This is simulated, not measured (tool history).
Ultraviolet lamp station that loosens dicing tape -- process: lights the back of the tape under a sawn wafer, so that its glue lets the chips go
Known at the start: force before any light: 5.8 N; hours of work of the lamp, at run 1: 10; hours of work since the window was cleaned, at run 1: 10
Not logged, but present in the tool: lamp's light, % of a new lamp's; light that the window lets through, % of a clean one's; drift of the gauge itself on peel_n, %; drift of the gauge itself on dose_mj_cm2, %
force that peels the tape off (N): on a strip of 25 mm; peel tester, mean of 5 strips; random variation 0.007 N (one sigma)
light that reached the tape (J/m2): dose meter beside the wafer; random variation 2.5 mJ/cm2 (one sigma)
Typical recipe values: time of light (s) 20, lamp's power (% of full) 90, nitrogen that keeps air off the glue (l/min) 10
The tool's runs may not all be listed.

run   hour  time of light (s)  lamp's power (% of full)  nitrogen that keeps air off the glue (l/min)  hours of work of the lamp  hours of work since the window was cleaned  force that peels the tape off (N)  light that reached the tape (J/m2)
  1    0.0                 20                        90                                            10                         10                                          10                              0.244                                3050
  2   11.9                 20                        90                                            10                         17                                          17                              0.243                                3010
  3   29.2                 39                        90                                            10                         26                                          26                              0.189                                5820
  4   46.4                 39                        90                                            10                         36                                          36                              0.173                                5830
  5   61.9                 39                        90                                            10                         45                                          45                              0.184                                5760
  6   80.5                 18                        90                                            10                         55                                          55                              0.293                                2660
  7   89.0                 20                        71                                            10                         60                                          60                              0.367                                2270
  8  101.8                 20                        90                                            10                         67                                          67                              0.262                                2960
  9  117.0                 20                        71                                            10                         76                                          76                              0.356                                2340
 10  135.2                 20                        71                                            10                         86                                          86                              0.363                                2290
 11  155.0                 20                        90                                            10                         97                                          97                              0.257                                2910
 12  174.5                 20                        94                                            10                        108                                         108                              0.258                                2990
 13  186.5                 11                        62                                             7                        115                                         115                              1.579                                1060
 14  204.7                 11                        62                                             7                        125                                         125                              1.538                                1060
 15  225.5                 32                        77                                            10                        137                                         137                              0.218                                3880
 16  245.0                 32                        77                                            10                        148                                         148                              0.202                                3810
 17  256.6                 18                        91                                            10                        154                                         154                              0.307                                2540
 18  269.0                 18                        91                                            10                        161                                         161                              0.322                                2530
 19  280.0                 25                        94                                            11                        167                                         167                              0.205                                3660
 20  292.6                 16                        65                                            10                        174                                         174                              0.743                                1600
 21  309.9                 16                        65                                            10                        184                                         184                              0.729                                1580
 22  320.4                 16                        65                                            10                        190                                         190                              0.759                                1590
 23  331.7                 16                        65                                            10                        196                                         196                              0.715                                1570

4 ways to go on from here, each from the tool as it stands after run 23. What would each give?
  A  341.2                 35                        65                                            10                        202                                         202                                  ?                                   ?
  B  341.2                 16                        65                                             5                        202                                         202                                  ?                                   ?
  C  341.2                 20                        72                                            10                        202                                         202                                  ?                                   ?
  D  341.2                 15                        73                                            10                        202                                         202                                  ?                                   ?

run  force that peels the tape off (N)  light that reached the tape (J/m2)
  A                              0.211                                3430
  B                              1.215                                1570
  C                              0.418                                2210
  D                              0.684                                1640
Had the tool no hidden state, the same runs would have come out as:
run  force that peels the tape off (N)  light that reached the tape (J/m2)
  A                              0.195                                3850
  B                              1.018                                1770
  C                              0.342                                2490
  D                              0.556                                1840
